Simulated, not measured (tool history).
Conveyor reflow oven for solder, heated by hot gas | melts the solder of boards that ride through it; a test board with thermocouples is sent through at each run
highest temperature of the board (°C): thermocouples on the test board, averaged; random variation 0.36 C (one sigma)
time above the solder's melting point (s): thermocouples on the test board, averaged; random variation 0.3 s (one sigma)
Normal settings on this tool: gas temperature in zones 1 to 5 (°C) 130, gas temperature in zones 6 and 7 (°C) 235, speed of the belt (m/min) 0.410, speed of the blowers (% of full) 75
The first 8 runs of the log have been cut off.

run,hour,gas temperature in zones 1 to 5 (°C),gas temperature in zones 6 and 7 (°C),speed of the belt (m/min),speed of the blowers (% of full),hours of work since the flux was cleaned out,hours of work since the belt drive was overhauled,hours of work since the thermocouples were changed,highest temperature of the board (°C),time above the solder's melting point (s)
9,62.5,130,235,0.410,75,143,352,177,219.6,65.8
10,70.5,130,235,0.410,75,148,357,182,219.7,65.8
# hour 86.6: flux residue cleaned out of gas plates and filters
11,86.6,130,235,0.410,75,0,363,189,221.0,67.0
# hour 91.3: belt drive overhauled, speed set with a stopwatch
12,96.5,130,230,0.410,75,3,3,192,216.5,64.2
13,101.7,136,235,0.410,75,7,6,195,221.3,70.0
14,109.5,130,235,0.479,75,11,11,200,215.1,52.7
15,119.4,130,235,0.479,75,17,17,206,215.5,53.3
# hour 129.9: belt drive overhauled, speed set with a stopwatch, once more
16,130.1,144,234,0.353,77,21,0,210,224.7,88.1
17,136.5,126,240,0.353,77,25,4,213,228.4,83.6
18,141.8,138,244,0.411,55,28,7,217,227.0,72.3
19,152.1,138,244,0.411,55,34,13,223,225.6,73.0
20,158.8,124,244,0.474,55,38,17,227,218.4,52.3
21,169.8,124,244,0.474,55,45,24,233,217.2,52.0
22,180.5,124,244,0.474,55,51,30,239,218.0,51.9
23,186.8,130,235,0.391,75,55,34,243,221.6,71.2
24,191.9,130,234,0.410,75,58,37,246,219.1,65.2
25,198.9,130,234,0.410,75,62,41,250,218.7,65.0
26,206.7,130,234,0.410,75,66,46,255,219.4,65.0
27,212.0,130,235,0.410,67,70,49,258,218.1,64.5
28,216.7,124,235,0.385,67,72,51,261,219.7,68.2
29,223.0,124,235,0.385,67,76,55,265,219.1,68.2
30,227.7,124,235,0.385,67,79,58,267,219.7,68.0

Predict each of these 4 candidate next runs independently; none follows another, all start after run 30:
A,238.7,123,235,0.410,75,85,65,274,?,?
B,238.7,139,234,0.385,67,85,65,274,?,?
C,238.7,119,247,0.385,69,85,65,274,?,?
D,238.7,128,232,0.383,75,85,65,274,?,?

run,highest temperature of the board (°C),time above the solder's melting point (s)
A,217.9,62.5
B,220.5,75.0
C,229.1,74.8
D,218.6,69.3
Without the tool's unlogged condition, the same runs would have read:
run,highest temperature of the board (°C),time above the solder's melting point (s)
A,219.8,64.1
B,222.1,76.3
C,231.0,76.1
D,220.3,70.8

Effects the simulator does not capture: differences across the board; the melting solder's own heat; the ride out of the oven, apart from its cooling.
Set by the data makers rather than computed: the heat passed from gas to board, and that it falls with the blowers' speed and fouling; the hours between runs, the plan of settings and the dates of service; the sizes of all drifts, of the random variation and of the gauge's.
